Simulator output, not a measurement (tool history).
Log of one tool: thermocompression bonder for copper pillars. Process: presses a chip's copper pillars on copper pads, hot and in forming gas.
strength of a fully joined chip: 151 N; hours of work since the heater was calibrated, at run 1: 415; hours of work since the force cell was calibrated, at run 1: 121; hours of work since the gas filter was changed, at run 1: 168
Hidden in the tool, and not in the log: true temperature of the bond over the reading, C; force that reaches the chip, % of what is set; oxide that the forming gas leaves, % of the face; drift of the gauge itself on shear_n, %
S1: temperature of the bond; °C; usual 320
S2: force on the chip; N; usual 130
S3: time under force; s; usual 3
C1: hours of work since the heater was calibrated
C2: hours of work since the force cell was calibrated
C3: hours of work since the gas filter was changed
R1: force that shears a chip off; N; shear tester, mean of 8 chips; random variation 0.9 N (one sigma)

Run 1, hour 0.0: usual settings; C1 415; C2 121; C3 168. Result: R1 66.6 N.
Run 2, hour 10.6: usual settings but S1 302 °C; C1 419; C2 125; C3 173. Result: R1 55.0 N.
Run 3, hour 21.3: usual settings but S1 302 °C; C1 424; C2 130; C3 177. Result: R1 53.3 N.
Run 4, hour 26.6: usual settings but S1 302 °C; C1 426; C2 132; C3 180. Result: R1 54.3 N.
Run 5, hour 37.5: usual settings but S1 302 °C; C1 431; C2 137; C3 184. Result: R1 54.6 N.
Run 6, hour 45.4: usual settings but S1 298 °C; C1 434; C2 140; C3 188. Result: R1 52.4 N.
Run 7, hour 52.9: usual settings but S1 298 °C; C1 437; C2 144; C3 191. Result: R1 52.5 N.
Run 8, hour 59.1: usual settings but S1 319 °C, S2 136 N; C1 440; C2 146; C3 194. Result: R1 69.0 N.
Run 9, hour 65.7: usual settings but S1 337 °C, S2 79 N, S3 2 s; C1 443; C2 149; C3 196. Result: R1 38.7 N.
Run 10, hour 72.1: usual settings but S1 337 °C, S2 79 N, S3 2 s; C1 446; C2 152; C3 199. Result: R1 40.3 N.
Run 11, hour 83.1: usual settings but S2 116 N; C1 451; C2 157; C3 204. Result: R1 59.3 N.
Run 12, hour 91.9: usual settings but S2 116 N; C1 454; C2 160; C3 208. Result: R1 57.6 N.
Run 13, hour 96.7: usual settings but S2 116 N; C1 456; C2 163; C3 210. Result: R1 59.3 N.
Run 14, hour 101.4: usual settings but S3 7 s; C1 458; C2 165; C3 212. Result: R1 88.4 N.

3 ways to go on from here, each from the tool as it stands after run 14. What would each give?
Run A, hour 110.1: usual settings but S1 315 °C, S3 6 s; C1 462; C2 168; C3 216. Result: R1 ?.
Run B, hour 110.1: usual settings but S2 114 N, S3 4 s; C1 462; C2 168; C3 216. Result: R1 ?.
Run C, hour 110.1: usual settings but S1 327 °C, S2 155 N, S3 2 s; C1 462; C2 168; C3 216. Result: R1 ?.

run    R1
  A  79.5
  B  63.0
  C  72.7
Without the tool's hidden state the same runs would have given:
run    R1
  A  89.2
  B  71.4
  C  81.8
